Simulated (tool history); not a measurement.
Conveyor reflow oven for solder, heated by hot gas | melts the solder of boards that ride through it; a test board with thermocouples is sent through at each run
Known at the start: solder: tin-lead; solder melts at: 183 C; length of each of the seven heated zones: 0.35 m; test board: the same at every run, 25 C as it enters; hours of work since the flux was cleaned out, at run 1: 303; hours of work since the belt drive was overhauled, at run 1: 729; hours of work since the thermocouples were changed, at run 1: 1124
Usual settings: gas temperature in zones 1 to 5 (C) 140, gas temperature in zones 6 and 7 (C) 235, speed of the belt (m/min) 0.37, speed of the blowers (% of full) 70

run	hour	gas temperature in zones 1 to 5 (C)	gas temperature in zones 6 and 7 (C)	speed of the belt (m/min)	speed of the blowers (% of full)	hours of work since the flux was cleaned out	hours of work since the belt drive was overhauled	hours of work since the thermocouples were changed	highest temperature of the board (C)	time above the solder's melting point (s)
1	0	140	235	0.37	70	303	729	1124	218.7	86.4
2	32.9	140	235	0.37	70	319	745	1141	218.4	87.6
3	74.2	140	235	0.311	70	340	766	1161	224.3	112.7
4	106.6	140	235	0.311	70	356	782	1177	223.9	111.1
# hour 120.7: flux residue cleaned out of gas plates and filters
5	177.1	140	235	0.311	70	28	814	1209	225.5	114.1
6	215.2	150	232	0.434	89	47	833	1228	217.8	79.7
# hour 225.1: belt drive overhauled, speed set with a stopwatch
7	256.8	140	245	0.37	57	65	16	1247	224.6	95.3
8	313.3	140	245	0.37	57	93	44	1275	225.1	95.1
9	341.2	140	245	0.37	57	107	57	1289	224.4	96
10	386.7	140	248	0.423	70	130	80	1311	225.7	83.4

Hidden state or all else? Some run-to-run changes of highest temperature of the board (C), split into what the settings, what came in and random variation would give without the hidden state, and what is left for the hidden state (with any gauge scatter that isn't in both results):
The hidden state here: heat that the gas passes to the board, % of a clean oven's; belt's true speed, % of the reading; true gas temperature in zones 6 and 7 over the reading, C; drift of the gauge itself on peak_c, C; drift of the gauge itself on liquid_s, %.
Run 4 -> 5: flux residue cleaned out of gas plates and filters. highest temperature of the board (C) +1.6: hidden state +1.6, all else +0.
Run 5 -> 6: gas temperature in zones 1 to 5 (C) 140 -> 150, gas temperature in zones 6 and 7 (C) 235 -> 232, speed of the belt (m/min) 0.311 -> 0.434, speed of the blowers (% of full) 70 -> 89. highest temperature of the board (C) -7.7: hidden state -0.4, all else -7.3.
